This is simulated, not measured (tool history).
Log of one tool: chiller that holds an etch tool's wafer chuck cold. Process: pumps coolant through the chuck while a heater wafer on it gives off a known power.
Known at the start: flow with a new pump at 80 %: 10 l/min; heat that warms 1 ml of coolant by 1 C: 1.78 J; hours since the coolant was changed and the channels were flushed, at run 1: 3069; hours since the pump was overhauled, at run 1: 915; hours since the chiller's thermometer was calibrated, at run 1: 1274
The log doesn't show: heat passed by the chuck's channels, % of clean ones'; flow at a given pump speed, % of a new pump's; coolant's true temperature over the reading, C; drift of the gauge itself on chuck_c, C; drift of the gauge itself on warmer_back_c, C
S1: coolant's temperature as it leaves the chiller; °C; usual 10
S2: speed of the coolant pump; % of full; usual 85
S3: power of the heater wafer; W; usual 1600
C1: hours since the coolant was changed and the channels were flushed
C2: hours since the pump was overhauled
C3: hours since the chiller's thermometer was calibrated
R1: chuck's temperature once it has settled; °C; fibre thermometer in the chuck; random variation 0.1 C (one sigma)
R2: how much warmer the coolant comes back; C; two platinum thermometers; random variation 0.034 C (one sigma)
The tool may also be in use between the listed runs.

{"run": 1, "hour": 0.0, "S1": 10, "S2": 85, "S3": 1600, "C1": 3069, "C2": 915, "C3": 1274, "R1": 25.5, "R2": 5.19}
{"run": 2, "hour": 36.8, "S1": 10, "S2": 85, "S3": 1600, "C1": 3106, "C2": 952, "C3": 1311, "R1": 25.5, "R2": 5.22}
{"run": 3, "hour": 98.1, "S1": 10, "S2": 85, "S3": 1600, "C1": 3167, "C2": 1013, "C3": 1372, "R1": 25.6, "R2": 5.27}
{"run": 4, "hour": 154.5, "S1": 10, "S2": 85, "S3": 1600, "C1": 3224, "C2": 1069, "C3": 1428, "R1": 25.6, "R2": 5.25}
{"run": 5, "hour": 196.5, "S1": 10, "S2": 85, "S3": 1600, "C1": 3266, "C2": 1111, "C3": 1470, "R1": 25.8, "R2": 5.26}
{"run": 6, "hour": 266.1, "S1": 10, "S2": 85, "S3": 1600, "C1": 3335, "C2": 1181, "C3": 1540, "R1": 25.8, "R2": 5.28}
{"run": 7, "hour": 343.8, "S1": 10, "S2": 85, "S3": 904, "C1": 3413, "C2": 1259, "C3": 1618, "R1": 18.7, "R2": 3.03}
{"run": 8, "hour": 429.0, "S1": 10, "S2": 85, "S3": 904, "C1": 3498, "C2": 1344, "C3": 1703, "R1": 18.9, "R2": 3.02}
{"run": 9, "hour": 488.1, "S1": 10, "S2": 85, "S3": 1600, "C1": 3557, "C2": 1403, "C3": 1762, "R1": 26.0, "R2": 5.29}
{"run": 10, "hour": 534.1, "S1": 10, "S2": 85, "S3": 1600, "C1": 3603, "C2": 1449, "C3": 1808, "R1": 25.9, "R2": 5.32}
{"run": 11, "hour": 587.1, "S1": 10, "S2": 85, "S3": 1747, "C1": 3656, "C2": 1502, "C3": 1861, "R1": 27.5, "R2": 5.84}
{"run": 12, "hour": 636.9, "S1": 10, "S2": 85, "S3": 889, "C1": 3706, "C2": 1552, "C3": 1911, "R1": 18.9, "R2": 2.97}
{"run": 13, "hour": 723.7, "S1": 10, "S2": 85, "S3": 889, "C1": 3793, "C2": 1639, "C3": 1998, "R1": 18.6, "R2": 2.96}
{"run": 14, "hour": 800.0, "S1": 10, "S2": 85, "S3": 1600, "C1": 3869, "C2": 1715, "C3": 2074, "R1": 26.4, "R2": 5.37}
{"run": 15, "hour": 849.6, "S1": 10, "S2": 85, "S3": 1600, "C1": 3919, "C2": 1764, "C3": 2124, "R1": 26.2, "R2": 5.45}
{"run": 16, "hour": 929.0, "S1": 10, "S2": 85, "S3": 1600, "C1": 3998, "C2": 1844, "C3": 2203, "R1": 26.3, "R2": 5.46}
{"hour": 937.0, "done": "chiller's thermometer calibrated"}
{"run": 17, "hour": 966.7, "S1": 10, "S2": 63, "S3": 1873, "C1": 4035, "C2": 1881, "C3": 30, "R1": 34.9, "R2": 8.93}
{"run": 18, "hour": 1023.9, "S1": 10, "S2": 63, "S3": 1873, "C1": 4092, "C2": 1938, "C3": 87, "R1": 34.8, "R2": 8.93}
{"hour": 1075.5, "done": "chiller's thermometer calibrated, once more"}
{"run": 19, "hour": 1086.1, "S1": 13, "S2": 97, "S3": 1873, "C1": 4153, "C2": 1999, "C3": 11, "R1": 31.0, "R2": 5.54}
{"run": 20, "hour": 1151.1, "S1": 9, "S2": 85, "S3": 2306, "C1": 4218, "C2": 2064, "C3": 76, "R1": 34.1, "R2": 7.91}
{"run": 21, "hour": 1238.7, "S1": 9, "S2": 85, "S3": 2306, "C1": 4306, "C2": 2152, "C3": 163, "R1": 34.1, "R2": 7.92}
{"run": 22, "hour": 1314.4, "S1": 9, "S2": 85, "S3": 2306, "C1": 4381, "C2": 2227, "C3": 239, "R1": 34.3, "R2": 7.87}
{"run": 23, "hour": 1374.2, "S1": 18, "S2": 81, "S3": 1975, "C1": 4441, "C2": 2287, "C3": 299, "R1": 40.6, "R2": 7.23}
{"run": 24, "hour": 1420.4, "S1": 18, "S2": 81, "S3": 1975, "C1": 4488, "C2": 2333, "C3": 345, "R1": 40.7, "R2": 7.14}
{"run": 25, "hour": 1483.9, "S1": 10, "S2": 64, "S3": 1429, "C1": 4551, "C2": 2397, "C3": 408, "R1": 30.2, "R2": 6.78}
{"run": 26, "hour": 1550.0, "S1": 10, "S2": 99, "S3": 840, "C1": 4617, "C2": 2463, "C3": 475, "R1": 18.3, "R2": 2.47}
{"hour": 1576.9, "done": "coolant changed, channels flushed"}
{"run": 27, "hour": 1625.1, "S1": 13, "S2": 85, "S3": 2032, "C1": 48, "C2": 2532, "C3": 544, "R1": 31.6, "R2": 7.09}
{"run": 28, "hour": 1700.4, "S1": 10, "S2": 92, "S3": 1319, "C1": 124, "C2": 2607, "C3": 619, "R1": 21.4, "R2": 4.23}
{"run": 29, "hour": 1743.3, "S1": 6, "S2": 75, "S3": 957, "C1": 166, "C2": 2650, "C3": 662, "R1": 15.6, "R2": 3.86}
{"run": 30, "hour": 1819.0, "S1": 6, "S2": 75, "S3": 957, "C1": 242, "C2": 2726, "C3": 738, "R1": 15.7, "R2": 3.91}
{"run": 31, "hour": 1906.1, "S1": 1, "S2": 61, "S3": 1020, "C1": 329, "C2": 2813, "C3": 825, "R1": 13.7, "R2": 5.21}

4 ways to go on from here, each from the tool as it stands after run 31. What would each give?
{"run": "A", "hour": 1949.8, "S1": 19, "S2": 87, "S3": 915, "C1": 373, "C2": 2857, "C3": 868, "R1": "?", "R2": "?"}
{"run": "B", "hour": 1949.8, "S1": 17, "S2": 79, "S3": 1148, "C1": 373, "C2": 2857, "C3": 868, "R1": "?", "R2": "?"}
{"run": "C", "hour": 1949.8, "S1": 14, "S2": 81, "S3": 1830, "C1": 373, "C2": 2857, "C3": 868, "R1": "?", "R2": "?"}
{"run": "D", "hour": 1949.8, "S1": 0, "S2": 70, "S3": 900, "C1": 373, "C2": 2857, "C3": 868, "R1": "?", "R2": "?"}

run=A R1=27.0 R2=3.21
run=B R1=28.4 R2=4.34
run=C R1=31.8 R2=6.79
run=D R1=9.8 R2=3.94
Without the tool's hidden state the same runs would have given:
run=A R1=26.4 R2=2.87
run=B R1=27.4 R2=3.87
run=C R1=30.2 R2=6.05
run=D R1=9.1 R2=3.52
